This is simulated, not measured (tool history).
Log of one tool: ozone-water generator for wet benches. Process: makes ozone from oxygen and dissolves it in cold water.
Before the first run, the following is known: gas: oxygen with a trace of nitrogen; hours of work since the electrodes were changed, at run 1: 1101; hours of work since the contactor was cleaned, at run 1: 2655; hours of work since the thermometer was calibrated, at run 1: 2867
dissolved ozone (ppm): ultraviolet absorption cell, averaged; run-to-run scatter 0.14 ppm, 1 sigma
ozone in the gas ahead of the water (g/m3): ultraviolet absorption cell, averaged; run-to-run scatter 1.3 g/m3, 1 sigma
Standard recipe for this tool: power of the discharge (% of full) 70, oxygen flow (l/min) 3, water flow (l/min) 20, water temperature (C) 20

run,day,power of the discharge (% of full),oxygen flow (l/min),water flow (l/min),water temperature (C),hours of work since the electrodes were changed,hours of work since the contactor was cleaned,hours of work since the thermometer was calibrated,dissolved ozone (ppm),ozone in the gas ahead of the water (g/m3)
1,0,70,3,20,20,1101,2655,2867,14.4,226.9
2,1.433,70,3,20,20,1132,2686,2898,14.6,227.3
3,2.921,70,3,20,20,1164,2718,2930,14.6,225.5
4,4.321,70,3,22,20,1194,2748,2960,13.2,225.5
# day 4.529: water thermometer calibrated
5,5.825,70,3,22,20,1226,2780,28,13,226.2
6,7.575,70,3,22,20,1263,2817,65,13.2,224.4
7,9.138,70,3,22,20,1297,2851,99,13.4,224.9
8,11.229,70,3,27,18,1342,2896,144,10.6,224.5
9,13.075,92,3,18,14,1382,2936,184,20.9,277.6

Run 10 comes next. What will it give?
10,14.533,92,3,18,14,1413,2967,215,?,?

{"run 10": {"dissolved ozone (ppm)": 20.8, "ozone in the gas ahead of the water (g/m3)": 275.8}}
Minus the tool's unlogged condition, the same run would have read dissolved ozone (ppm) 22.4, ozone in the gas ahead of the water (g/m3) 288.3.
